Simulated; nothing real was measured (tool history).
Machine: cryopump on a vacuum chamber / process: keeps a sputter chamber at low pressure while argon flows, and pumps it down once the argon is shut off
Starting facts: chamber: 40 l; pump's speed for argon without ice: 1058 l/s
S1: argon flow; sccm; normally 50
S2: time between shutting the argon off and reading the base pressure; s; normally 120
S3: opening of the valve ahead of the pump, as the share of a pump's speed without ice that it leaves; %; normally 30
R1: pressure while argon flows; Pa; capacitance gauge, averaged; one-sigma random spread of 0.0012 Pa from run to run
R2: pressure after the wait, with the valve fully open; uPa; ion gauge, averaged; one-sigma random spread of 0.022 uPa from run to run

run,day,S1,S2,S3,R1,R2
1,0.000,50,120,30,0.2672,0.97
2,1.571,50,120,30,0.2697,0.99
3,2.588,50,120,30,0.2694,1.01
4,3.633,50,120,30,0.2727,1.02
5,4.729,50,120,30,0.2735,1.10
6,5.642,50,120,20,0.4065,1.04
7,6.729,50,120,20,0.4103,1.08
8,7.742,75,120,30,0.4138,1.07
9,9.025,50,120,30,0.2769,1.08
10,9.992,50,120,30,0.2782,1.12
11,11.604,50,120,58,0.1493,1.13
12,12.700,50,120,58,0.1514,1.16
13,14.017,50,128,30,0.2814,1.19
14,15.271,50,279,30,0.2831,0.98
15,16.725,50,100,30,0.2824,1.31
16,18.267,50,161,30,0.2853,1.19
17,19.121,50,161,30,0.2849,1.20
18,20.225,40,33,40,0.1760,2.15
19,21.725,40,33,40,0.1771,2.26
20,22.600,48,52,22,0.3694,1.85
21,23.875,29,52,22,0.2250,1.87
22,24.646,71,258,30,0.4131,1.20
23,25.654,71,79,37,0.3429,1.63
24,26.721,60,37,28,0.3776,2.35
25,27.812,60,37,28,0.3784,2.21
26,29.446,50,120,22,0.3932,1.53
27,30.846,23,34,22,0.1822,2.41
28,31.742,27,99,22,0.2153,1.59
29,33.292,51,67,43,0.2280,1.87
30,33.958,51,67,43,0.2264,1.88
31,35.171,21,65,30,0.1288,1.90
# day 36.304: pump warmed up, emptied and cooled again
32,36.496,50,251,30,0.2667,1.03
33,38.104,29,55,20,0.2336,1.65
34,39.296,29,55,20,0.2339,1.74

Each row is a separate what-if for the run after 34, all from the same tool condition, not one after another. Results?
A,40.429,29,72,17,?,?
B,40.429,21,33,30,?,?
C,40.429,25,80,30,?,?
D,40.429,60,294,24,?,?

run,R1,R2
A,0.2745,1.50
B,0.1136,2.23
C,0.1357,1.47
D,0.4033,1.07
Without the tool's unlogged condition, the same runs would have read:
run,R1,R2
A,0.2716,0.86
B,0.1116,1.57
C,0.1332,0.83
D,0.3975,0.41
